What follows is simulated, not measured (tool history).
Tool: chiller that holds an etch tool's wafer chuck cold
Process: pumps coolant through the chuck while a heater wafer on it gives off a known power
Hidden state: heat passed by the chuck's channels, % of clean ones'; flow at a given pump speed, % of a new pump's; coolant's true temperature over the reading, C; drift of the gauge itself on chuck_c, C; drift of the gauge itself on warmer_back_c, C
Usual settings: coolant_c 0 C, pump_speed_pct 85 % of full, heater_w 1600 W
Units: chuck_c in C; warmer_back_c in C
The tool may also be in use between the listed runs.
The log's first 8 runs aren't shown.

| run | hour | coolant_c | pump_speed_pct | heater_w | hours since the coolant was changed and the channels were flushed | hours since the pump was overhauled | hours since the chiller's thermometer was calibrated | chuck_c | warmer_back_c |
|---|---|---|---|---|---|---|---|---|---|
| 9 | 1140.6 | 5 | 85 | 1600 | 4809 | 1379 | 2111 | 21.9 | 6.19 |
| 10 | 1249 | 0 | 85 | 1600 | 4917 | 1488 | 2219 | 16.9 | 6.2 |
| 11 | 1324.7 | 0 | 85 | 1600 | 4993 | 1563 | 2295 | 16.9 | 6.21 |
| 12 | 1400.7 | 0 | 85 | 1600 | 5069 | 1639 | 2371 | 16.9 | 6.2 |
| 13 | 1474.3 | 0 | 85 | 1600 | 5142 | 1713 | 2445 | 17 | 6.19 |
| 14 | 1613.1 | 0 | 85 | 1719 | 5281 | 1852 | 2583 | 18 | 6.69 |
| 15 | 1703.8 | 0 | 69 | 1600 | 5372 | 1942 | 2674 | 19 | 7.68 |
| 16 | 1885.3 | 0 | 69 | 1600 | 5553 | 2124 | 2856 | 18.8 | 7.67 |
| 17 | 2019.2 | 0 | 69 | 1600 | 5687 | 2258 | 2990 | 19 | 7.65 |
| 18 | 2121.5 | 0 | 69 | 1600 | 5790 | 2360 | 3092 | 19.1 | 7.67 |
| 19 | 2203.3 | 0 | 69 | 1600 | 5871 | 2442 | 3174 | 18.9 | 7.65 |
| 20 | 2378.3 | 0 | 69 | 1600 | 6046 | 2617 | 3349 | 19.1 | 7.73 |
| 21 | 2474.4 | 4 | 85 | 1026 | 6142 | 2713 | 3445 | 14.9 | 4.02 |
| 22 | 2591.2 | 4 | 85 | 1026 | 6259 | 2830 | 3562 | 14.6 | 4.13 |
| 23 | 2773.9 | 4 | 62 | 1026 | 6442 | 3012 | 3744 | 17 | 5.49 |
| 24 | 2913.3 | 5 | 62 | 1026 | 6581 | 3152 | 3884 | 17.9 | 5.57 |
| 25 | 3049.4 | 8 | 70 | 805 | 6717 | 3288 | 4020 | 17.5 | 3.94 |
| 26 | 3201 | 0 | 70 | 805 | 6869 | 3440 | 4171 | 9.5 | 3.87 |
| 27 | 3378.9 | 10 | 69 | 805 | 7047 | 3617 | 4349 | 19.7 | 4 |
| 28 | 3526.3 | 10 | 92 | 829 | 7194 | 3765 | 4497 | 18.4 | 3.12 |
| 29 | 3628.6 | 0 | 66 | 862 | 7297 | 3867 | 4599 | 10.6 | 4.39 |
| 30 | 3740.4 | 1 | 85 | 1605 | 7408 | 3979 | 4711 | 18.1 | 6.26 |
| 31 | 3832.1 | 1 | 85 | 1605 | 7500 | 4071 | 4802 | 18 | 6.39 |

4 ways to go on from here, each from the tool as it stands after run 31. What would each give?
| A | 3977.3 | 1 | 92 | 1605 | 7645 | 4216 | 4948 | ? | ? |
| B | 3977.3 | 3 | 85 | 1600 | 7645 | 4216 | 4948 | ? | ? |
| C | 3977.3 | 6 | 95 | 1707 | 7645 | 4216 | 4948 | ? | ? |
| D | 3977.3 | 5 | 85 | 1754 | 7645 | 4216 | 4948 | ? | ? |

| run | chuck_c | warmer_back_c |
|---|---|---|
| A | 17.1 | 5.78 |
| B | 19.8 | 6.37 |
| C | 22.8 | 6.02 |
| D | 23.6 | 6.86 |
Without the tool's hidden state the same runs would have given:
| run | chuck_c | warmer_back_c |
|---|---|---|
| A | 17 | 5.61 |
| B | 19.8 | 6.2 |
| C | 22.8 | 5.85 |
| D | 23.6 | 6.7 |

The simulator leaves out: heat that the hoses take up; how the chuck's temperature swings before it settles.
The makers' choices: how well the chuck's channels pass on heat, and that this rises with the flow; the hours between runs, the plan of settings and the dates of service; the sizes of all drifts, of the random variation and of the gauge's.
